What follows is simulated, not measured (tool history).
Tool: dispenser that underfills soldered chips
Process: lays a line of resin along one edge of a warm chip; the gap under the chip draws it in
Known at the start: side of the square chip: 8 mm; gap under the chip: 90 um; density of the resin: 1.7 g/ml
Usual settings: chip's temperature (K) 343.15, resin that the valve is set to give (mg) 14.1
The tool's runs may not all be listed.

run,hour,chip's temperature (K),resin that the valve is set to give (mg),time until the resin shows at the far edge (s),resin that the valve gave (mg)
1,0,343.15,14.1,66.7,13.87
# hour 3.5: new syringe of resin
2,3.8,343.15,14.6,53,14.43
3,7.1,343.15,16.8,59.6,16.56
4,12.8,343.15,17.6,72.1,17.25
# hour 13.8: new syringe of resin
5,17.3,343.15,17.6,57.8,17.24
6,20,348.15,14.1,51.1,13.77
# hour 24.1: new syringe of resin
7,25,348.15,14.1,42.5,13.76
8,30.4,348.15,14.1,51.7,13.81
# hour 34.6: new syringe of resin
9,35.6,348.15,14.1,42.3,13.84
10,41.1,348.15,14.1,52.3,13.74
11,43.9,348.15,14.1,57.5,13.75
# hour 44.8: new syringe of resin
12,49.9,343.15,16.1,61.9,15.69
13,53.5,330.15,16.1,143.5,15.59
# hour 55.1: new syringe of resin
14,59.2,343.15,16.2,60.3,15.73
15,61.7,342.15,14.1,69.9,13.68
# hour 65.2: new syringe of resin
16,65.7,343.15,14.1,52.5,13.74
17,69.1,343.15,14.1,59.6,13.63
18,72,343.15,14.1,66.3,13.65
# hour 75.4: new syringe of resin
19,76.4,347.15,15.8,42.5,15.28
20,81.6,340.15,15.3,74.7,14.81
21,85,343.15,12.9,73.3,12.41
# hour 85.7: new syringe of resin
22,88.5,334.15,16.4,92.3,15.85
23,92.3,339.15,16.4,80.3,15.79
# hour 95.7: dispensing valve cleaned and set on the balance
# hour 97: new syringe of resin
24,99.3,339.15,16.4,66.9,16.36
25,104,339.15,16.4,80.2,16.33
# hour 107.4: new syringe of resin
26,107.5,339.15,13.8,64.8,13.74
27,111.4,353.15,16.9,35.1,16.82
28,117.1,358.15,13.5,34.3,13.42
# hour 117.6: new syringe of resin
29,122.3,338.15,13.5,79.6,13.43
30,126.5,338.15,13.5,93.4,13.38
# hour 127.9: new syringe of resin
31,131.8,350.15,13.7,41.8,13.56
32,137.4,349.15,12.6,55.7,12.47
# hour 138: new syringe of resin
33,141.5,332.15,15.8,103.8,15.55
34,145,332.15,15.8,117.4,15.6
# hour 148.3: new syringe of resin
35,151.1,336.15,16.1,82,15.93

Some steps in time until the resin shows at the far edge (s) between neighbouring runs. How much of each would the tool show without its hidden state too (settings, what came in, random variation), and how much is left for the hidden state, with any gauge scatter that isn't in both results?
The hidden state here: resin's viscosity, % of fresh resin's; dose that the valve gives, % of what is set; true chip temperature over the reading, C; drift of the gauge itself on fill_s, %; drift of the gauge itself on given_mg, %.
Run 12 -> 13: chip's temperature (K) 343.15 -> 330.15. time until the resin shows at the far edge (s) +81.6: hidden state +25.1, all else +56.5.
Run 13 -> 14: chip's temperature (K) 330.15 -> 343.15, resin that the valve is set to give (mg) 16.1 -> 16.2, new syringe of resin. time until the resin shows at the far edge (s) -83.2: hidden state -26.8, all else -56.4.
Run 25 -> 26: resin that the valve is set to give (mg) 16.4 -> 13.8, new syringe of resin. time until the resin shows at the far edge (s) -15.4: hidden state -17.8, all else +2.4.
Run 30 -> 31: chip's temperature (K) 338.15 -> 350.15, resin that the valve is set to give (mg) 13.5 -> 13.7, new syringe of resin. time until the resin shows at the far edge (s) -51.6: hidden state -17, all else -34.6.
